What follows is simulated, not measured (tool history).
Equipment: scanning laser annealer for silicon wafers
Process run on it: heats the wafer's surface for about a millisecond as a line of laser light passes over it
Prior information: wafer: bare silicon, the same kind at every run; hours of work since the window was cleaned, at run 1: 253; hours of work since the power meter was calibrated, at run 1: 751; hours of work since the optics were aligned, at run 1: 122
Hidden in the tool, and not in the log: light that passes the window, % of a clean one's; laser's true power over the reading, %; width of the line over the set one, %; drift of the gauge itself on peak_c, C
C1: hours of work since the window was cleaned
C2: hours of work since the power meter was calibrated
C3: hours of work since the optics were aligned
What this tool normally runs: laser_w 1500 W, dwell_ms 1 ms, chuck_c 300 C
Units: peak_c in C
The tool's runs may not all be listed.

run 1 hour=0 | laser_w=1500 dwell_ms=1 chuck_c=300 | C1=253 C2=751 C3=122 | peak_c=1080
run 2 hour=61.1 | laser_w=1500 dwell_ms=1 chuck_c=300 | C1=277 C2=776 C3=146 | peak_c=1080
run 3 hour=140.3 | laser_w=1500 dwell_ms=1 chuck_c=300 | C1=310 C2=808 C3=179 | peak_c=1074
-- hour=194.2 window over the wafer cleaned
run 4 hour=233 | laser_w=1500 dwell_ms=1 chuck_c=300 | C1=16 C2=845 C3=216 | peak_c=1104
run 5 hour=325.1 | laser_w=1500 dwell_ms=1 chuck_c=300 | C1=53 C2=882 C3=253 | peak_c=1095
run 6 hour=406.7 | laser_w=1500 dwell_ms=1 chuck_c=264 | C1=86 C2=916 C3=286 | peak_c=1061
run 7 hour=453.3 | laser_w=1500 dwell_ms=1 chuck_c=264 | C1=105 C2=934 C3=305 | peak_c=1054
run 8 hour=504.9 | laser_w=1500 dwell_ms=1 chuck_c=264 | C1=126 C2=956 C3=326 | peak_c=1052
run 9 hour=563.7 | laser_w=1500 dwell_ms=1 chuck_c=264 | C1=150 C2=979 C3=350 | peak_c=1053
run 10 hour=637.5 | laser_w=1500 dwell_ms=1 chuck_c=260 | C1=180 C2=1009 C3=380 | peak_c=1037
run 11 hour=686.2 | laser_w=1500 dwell_ms=1 chuck_c=331 | C1=200 C2=1029 C3=400 | peak_c=1110
run 12 hour=770.1 | laser_w=1500 dwell_ms=1 chuck_c=331 | C1=234 C2=1063 C3=434 | peak_c=1108
run 13 hour=833.5 | laser_w=1500 dwell_ms=1 chuck_c=331 | C1=260 C2=1089 C3=460 | peak_c=1106
run 14 hour=879 | laser_w=1500 dwell_ms=1 chuck_c=331 | C1=279 C2=1108 C3=479 | peak_c=1103
run 15 hour=923.3 | laser_w=1500 dwell_ms=1 chuck_c=331 | C1=297 C2=1126 C3=497 | peak_c=1098
-- hour=1005.8 window over the wafer cleaned
run 16 hour=1005.8 | laser_w=1500 dwell_ms=0.97 chuck_c=300 | C1=0 C2=1159 C3=529 | peak_c=1085
run 17 hour=1104.8 | laser_w=1500 dwell_ms=0.73 chuck_c=300 | C1=40 C2=1199 C3=570 | peak_c=972
run 18 hour=1178.1 | laser_w=1500 dwell_ms=1 chuck_c=325 | C1=70 C2=1229 C3=599 | peak_c=1113
run 19 hour=1254.9 | laser_w=1500 dwell_ms=1 chuck_c=325 | C1=101 C2=1260 C3=631 | peak_c=1110
run 20 hour=1343.8 | laser_w=1500 dwell_ms=0.84 chuck_c=325 | C1=138 C2=1296 C3=667 | peak_c=1042
run 21 hour=1424.2 | laser_w=1621 dwell_ms=1.23 chuck_c=290 | C1=170 C2=1329 C3=700 | peak_c=1244
run 22 hour=1522.7 | laser_w=1600 dwell_ms=1 chuck_c=300 | C1=210 C2=1369 C3=740 | peak_c=1138
run 23 hour=1585.7 | laser_w=1581 dwell_ms=1 chuck_c=281 | C1=236 C2=1395 C3=765 | peak_c=1099
run 24 hour=1672.4 | laser_w=1412 dwell_ms=1 chuck_c=338 | C1=271 C2=1430 C3=801 | peak_c=1045
run 25 hour=1751.2 | laser_w=1414 dwell_ms=1 chuck_c=338 | C1=303 C2=1462 C3=833 | peak_c=1042
-- hour=1815.5 window over the wafer cleaned
run 26 hour=1816.2 | laser_w=1537 dwell_ms=1 chuck_c=300 | C1=0 C2=1488 C3=858 | peak_c=1112
run 27 hour=1890.5 | laser_w=1500 dwell_ms=1.01 chuck_c=262 | C1=31 C2=1518 C3=889 | peak_c=1049
run 28 hour=1973.6 | laser_w=1569 dwell_ms=1 chuck_c=321 | C1=64 C2=1552 C3=922 | peak_c=1151
run 29 hour=2036.5 | laser_w=1500 dwell_ms=0.97 chuck_c=281 | C1=90 C2=1577 C3=948 | peak_c=1046
run 30 hour=2095.1 | laser_w=1500 dwell_ms=0.95 chuck_c=331 | C1=114 C2=1601 C3=972 | peak_c=1086
run 31 hour=2161.7 | laser_w=1500 dwell_ms=0.84 chuck_c=300 | C1=141 C2=1628 C3=999 | peak_c=1009
run 32 hour=2224 | laser_w=1500 dwell_ms=0.8 chuck_c=306 | C1=166 C2=1654 C3=1024 | peak_c=992
run 33 hour=2272.6 | laser_w=1389 dwell_ms=0.8 chuck_c=300 | C1=186 C2=1673 C3=1044 | peak_c=919
run 34 hour=2320.8 | laser_w=1389 dwell_ms=0.8 chuck_c=300 | C1=206 C2=1693 C3=1064 | peak_c=913
run 35 hour=2362.3 | laser_w=1389 dwell_ms=0.8 chuck_c=300 | C1=223 C2=1710 C3=1081 | peak_c=917
run 36 hour=2415.2 | laser_w=1561 dwell_ms=1 chuck_c=300 | C1=244 C2=1731 C3=1102 | peak_c=1103
run 37 hour=2498.9 | laser_w=1561 dwell_ms=1 chuck_c=300 | C1=278 C2=1766 C3=1136 | peak_c=1098
run 38 hour=2584 | laser_w=1561 dwell_ms=1 chuck_c=300 | C1=313 C2=1800 C3=1171 | peak_c=1096
-- hour=2631.3 window over the wafer cleaned
run 39 hour=2661.2 | laser_w=1591 dwell_ms=1.13 chuck_c=319 | C1=12 C2=1831 C3=1202 | peak_c=1218
run 40 hour=2751.5 | laser_w=1591 dwell_ms=1.13 chuck_c=319 | C1=49 C2=1868 C3=1238 | peak_c=1211

The logged runs with the hidden state left out (each run's random variation unchanged):
run=1 peak_c=1107
run=2 peak_c=1110
run=3 peak_c=1108
run=4 peak_c=1109
run=5 peak_c=1105
run=6 peak_c=1075
run=7 peak_c=1070
run=8 peak_c=1071
run=9 peak_c=1076
run=10 peak_c=1062
run=11 peak_c=1138
run=12 peak_c=1140
run=13 peak_c=1140
run=14 peak_c=1140
run=15 peak_c=1137
run=16 peak_c=1097
run=17 peak_c=986
run=18 peak_c=1133
run=19 peak_c=1134
run=20 peak_c=1068
run=21 peak_c=1284
run=22 peak_c=1178
run=23 peak_c=1142
run=24 peak_c=1086
run=25 peak_c=1086
run=26 peak_c=1132
run=27 peak_c=1071
run=28 peak_c=1179
run=29 peak_c=1075
run=30 peak_c=1118
run=31 peak_c=1041
run=32 peak_c=1026
run=33 peak_c=952
run=34 peak_c=947
run=35 peak_c=953
run=36 peak_c=1152
run=37 peak_c=1152
run=38 peak_c=1154
run=39 peak_c=1248
run=40 peak_c=1245

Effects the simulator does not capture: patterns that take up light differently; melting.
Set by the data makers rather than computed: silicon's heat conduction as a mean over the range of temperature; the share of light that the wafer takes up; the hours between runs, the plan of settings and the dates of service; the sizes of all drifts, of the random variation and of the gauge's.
